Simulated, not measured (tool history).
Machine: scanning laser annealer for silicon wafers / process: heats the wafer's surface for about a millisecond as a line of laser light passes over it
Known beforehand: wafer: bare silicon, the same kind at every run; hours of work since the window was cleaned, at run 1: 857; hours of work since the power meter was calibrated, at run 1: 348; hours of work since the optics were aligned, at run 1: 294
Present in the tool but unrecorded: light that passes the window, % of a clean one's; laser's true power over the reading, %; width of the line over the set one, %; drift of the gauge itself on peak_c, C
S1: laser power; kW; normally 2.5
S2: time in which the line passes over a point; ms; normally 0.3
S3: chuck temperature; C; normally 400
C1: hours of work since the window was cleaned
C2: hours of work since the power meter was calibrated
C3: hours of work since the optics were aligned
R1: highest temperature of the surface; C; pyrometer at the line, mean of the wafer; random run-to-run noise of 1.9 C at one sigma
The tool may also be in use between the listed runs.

run 1 hour=0 | S1=2.5 S2=0.3 S3=400 | C1=857 C2=348 C3=294 | R1=1141
run 2 hour=6.2 | S1=2.5 S2=0.3 S3=400 | C1=861 C2=352 C3=298 | R1=1137
run 3 hour=11.4 | S1=2.5 S2=0.3 S3=400 | C1=865 C2=356 C3=302 | R1=1143
run 4 hour=17.4 | S1=2.5 S2=0.3 S3=400 | C1=869 C2=360 C3=306 | R1=1141
run 5 hour=27.7 | S1=2.5 S2=0.3 S3=400 | C1=876 C2=368 C3=314 | R1=1141
run 6 hour=35.8 | S1=2.5 S2=0.3 S3=400 | C1=882 C2=374 C3=319 | R1=1140
run 7 hour=46.5 | S1=2.5 S2=0.3 S3=400 | C1=890 C2=381 C3=327 | R1=1138
run 8 hour=57.7 | S1=2.5 S2=0.3 S3=400 | C1=898 C2=389 C3=335 | R1=1138
run 9 hour=65.7 | S1=2.472 S2=0.3 S3=388 | C1=904 C2=395 C3=341 | R1=1116
run 10 hour=76.8 | S1=2.468 S2=0.3 S3=399 | C1=912 C2=403 C3=349 | R1=1124
run 11 hour=88 | S1=2.481 S2=0.259 S3=421 | C1=920 C2=411 C3=357 | R1=1090
run 12 hour=96.7 | S1=2.395 S2=0.219 S3=409 | C1=926 C2=417 C3=363 | R1=989
run 13 hour=104.6 | S1=2.206 S2=0.3 S3=400 | C1=931 C2=423 C3=369 | R1=1034
run 14 hour=115.3 | S1=2.32 S2=0.244 S3=408 | C1=939 C2=431 C3=376 | R1=1004
run 15 hour=122.9 | S1=2.371 S2=0.247 S3=402 | C1=945 C2=436 C3=382 | R1=1017
run 16 hour=128.1 | S1=2.698 S2=0.3 S3=383 | C1=948 C2=440 C3=386 | R1=1192

Here are 4 independent what-if runs from the current tool condition. What would each one return?
run A hour=136.6 | S1=2.446 S2=0.348 S3=400 | C1=954 C2=446 C3=392 | R1=?
run B hour=136.6 | S1=2.5 S2=0.293 S3=400 | C1=954 C2=446 C3=392 | R1=?
run C hour=136.6 | S1=2.5 S2=0.3 S3=394 | C1=954 C2=446 C3=392 | R1=?
run D hour=136.6 | S1=2.719 S2=0.273 S3=431 | C1=954 C2=446 C3=392 | R1=?

run=A R1=1182
run=B R1=1125
run=C R1=1131
run=D R1=1204
Had the tool no hidden state, the same runs would have come out as:
run=A R1=1224
run=B R1=1164
run=C R1=1171
run=D R1=1246

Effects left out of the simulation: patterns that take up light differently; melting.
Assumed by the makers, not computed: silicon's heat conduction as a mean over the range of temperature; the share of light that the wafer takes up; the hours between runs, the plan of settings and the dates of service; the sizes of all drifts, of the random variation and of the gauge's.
